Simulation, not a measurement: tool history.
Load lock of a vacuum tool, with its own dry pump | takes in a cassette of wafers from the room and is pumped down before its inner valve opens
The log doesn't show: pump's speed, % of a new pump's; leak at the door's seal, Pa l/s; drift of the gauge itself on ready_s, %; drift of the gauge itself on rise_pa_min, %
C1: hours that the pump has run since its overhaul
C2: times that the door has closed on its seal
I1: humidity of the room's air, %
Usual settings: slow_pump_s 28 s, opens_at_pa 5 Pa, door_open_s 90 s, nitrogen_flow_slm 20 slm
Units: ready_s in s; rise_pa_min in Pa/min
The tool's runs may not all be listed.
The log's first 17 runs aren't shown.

{"run": 18, "hour": 1425.6, "slow_pump_s": 14, "opens_at_pa": 5, "door_open_s": 90, "nitrogen_flow_slm": 20, "C1": 5796, "C2": 18366, "I1": 44.2, "ready_s": 47.6, "rise_pa_min": 0.091}
{"run": 19, "hour": 1504.8, "slow_pump_s": 14, "opens_at_pa": 5, "door_open_s": 90, "nitrogen_flow_slm": 20, "C1": 5876, "C2": 18590, "I1": 48.6, "ready_s": 47.9, "rise_pa_min": 0.098}
{"run": 20, "hour": 1559.2, "slow_pump_s": 18, "opens_at_pa": 5, "door_open_s": 95, "nitrogen_flow_slm": 13, "C1": 5930, "C2": 18745, "I1": 43.6, "ready_s": 50.9, "rise_pa_min": 0.107}
{"run": 21, "hour": 1651.9, "slow_pump_s": 16, "opens_at_pa": 5, "door_open_s": 187, "nitrogen_flow_slm": 40, "C1": 6023, "C2": 19007, "I1": 41.6, "ready_s": 49.1, "rise_pa_min": 0.094}
{"run": 22, "hour": 1726.3, "slow_pump_s": 16, "opens_at_pa": 5, "door_open_s": 187, "nitrogen_flow_slm": 40, "C1": 6097, "C2": 19219, "I1": 47.8, "ready_s": 49.3, "rise_pa_min": 0.099}
{"run": 23, "hour": 1828.6, "slow_pump_s": 54, "opens_at_pa": 5, "door_open_s": 90, "nitrogen_flow_slm": 13, "C1": 6199, "C2": 19509, "I1": 48.8, "ready_s": 78.4, "rise_pa_min": 0.11}
{"run": 24, "hour": 1902.0, "slow_pump_s": 54, "opens_at_pa": 5, "door_open_s": 90, "nitrogen_flow_slm": 13, "C1": 6273, "C2": 19717, "I1": 48.3, "ready_s": 79.2, "rise_pa_min": 0.115}
{"run": 25, "hour": 1960.2, "slow_pump_s": 28, "opens_at_pa": 9, "door_open_s": 90, "nitrogen_flow_slm": 20, "C1": 6331, "C2": 19882, "I1": 45.2, "ready_s": 56, "rise_pa_min": 0.1}
{"run": 26, "hour": 2029.1, "slow_pump_s": 56, "opens_at_pa": 5, "door_open_s": 129, "nitrogen_flow_slm": 20, "C1": 6400, "C2": 20078, "I1": 47.4, "ready_s": 81.2, "rise_pa_min": 0.112}
{"run": 27, "hour": 2142.2, "slow_pump_s": 28, "opens_at_pa": 5, "door_open_s": 90, "nitrogen_flow_slm": 36, "C1": 6513, "C2": 20398, "I1": 46, "ready_s": 59.1, "rise_pa_min": 0.086}
{"run": 28, "hour": 2229.9, "slow_pump_s": 28, "opens_at_pa": 5, "door_open_s": 90, "nitrogen_flow_slm": 36, "C1": 6601, "C2": 20647, "I1": 44, "ready_s": 59, "rise_pa_min": 0.087}
{"run": 29, "hour": 2323.4, "slow_pump_s": 32, "opens_at_pa": 6, "door_open_s": 39, "nitrogen_flow_slm": 4, "C1": 6694, "C2": 20913, "I1": 48.1, "ready_s": 60.8, "rise_pa_min": 0.102}
{"run": 30, "hour": 2388.1, "slow_pump_s": 24, "opens_at_pa": 9, "door_open_s": 37, "nitrogen_flow_slm": 44, "C1": 6759, "C2": 21096, "I1": 45.7, "ready_s": 53.4, "rise_pa_min": 0.072}
{"run": 31, "hour": 2456.6, "slow_pump_s": 24, "opens_at_pa": 9, "door_open_s": 37, "nitrogen_flow_slm": 44, "C1": 6827, "C2": 21291, "I1": 45.3, "ready_s": 53.1, "rise_pa_min": 0.071}
{"run": 32, "hour": 2508.5, "slow_pump_s": 24, "opens_at_pa": 9, "door_open_s": 28, "nitrogen_flow_slm": 34, "C1": 6879, "C2": 21438, "I1": 43.1, "ready_s": 53.7, "rise_pa_min": 0.072}
{"run": 33, "hour": 2582.0, "slow_pump_s": 44, "opens_at_pa": 5, "door_open_s": 90, "nitrogen_flow_slm": 8, "C1": 6953, "C2": 21646, "I1": 41.2, "ready_s": 71.1, "rise_pa_min": 0.115}
{"run": 34, "hour": 2692.1, "slow_pump_s": 44, "opens_at_pa": 5, "door_open_s": 90, "nitrogen_flow_slm": 8, "C1": 7063, "C2": 21958, "I1": 47.3, "ready_s": 71.8, "rise_pa_min": 0.12}
{"run": 35, "hour": 2754.0, "slow_pump_s": 44, "opens_at_pa": 5, "door_open_s": 90, "nitrogen_flow_slm": 8, "C1": 7125, "C2": 22134, "I1": 43.5, "ready_s": 71.3, "rise_pa_min": 0.114}
{"run": 36, "hour": 2811.5, "slow_pump_s": 33, "opens_at_pa": 5, "door_open_s": 90, "nitrogen_flow_slm": 8, "C1": 7182, "C2": 22297, "I1": 47.2, "ready_s": 62.8, "rise_pa_min": 0.125}
{"run": 37, "hour": 2909.3, "slow_pump_s": 33, "opens_at_pa": 5, "door_open_s": 90, "nitrogen_flow_slm": 8, "C1": 7280, "C2": 22575, "I1": 45, "ready_s": 62.5, "rise_pa_min": 0.122}
{"run": 38, "hour": 2975.1, "slow_pump_s": 33, "opens_at_pa": 5, "door_open_s": 90, "nitrogen_flow_slm": 5, "C1": 7346, "C2": 22762, "I1": 43.1, "ready_s": 63.1, "rise_pa_min": 0.127}

Forecast each of these 3 alternatives for the next run:
{"run": "A", "hour": 3027.8, "slow_pump_s": 28, "opens_at_pa": 5, "door_open_s": 122, "nitrogen_flow_slm": 17, "C1": 7399, "C2": 22911, "I1": 45.1, "ready_s": "?", "rise_pa_min": "?"}
{"run": "B", "hour": 3027.8, "slow_pump_s": 33, "opens_at_pa": 5, "door_open_s": 80, "nitrogen_flow_slm": 5, "C1": 7399, "C2": 22911, "I1": 43.3, "ready_s": "?", "rise_pa_min": "?"}
{"run": "C", "hour": 3027.8, "slow_pump_s": 36, "opens_at_pa": 5, "door_open_s": 28, "nitrogen_flow_slm": 22, "C1": 7399, "C2": 22911, "I1": 46.7, "ready_s": "?", "rise_pa_min": "?"}

run=A ready_s=59.2 rise_pa_min=0.118
run=B ready_s=62.9 rise_pa_min=0.124
run=C ready_s=65.2 rise_pa_min=0.084
Without the tool's hidden state the same runs would have given:
run=A ready_s=57.1 rise_pa_min=0.066
run=B ready_s=61 rise_pa_min=0.072
run=C ready_s=63.3 rise_pa_min=0.031
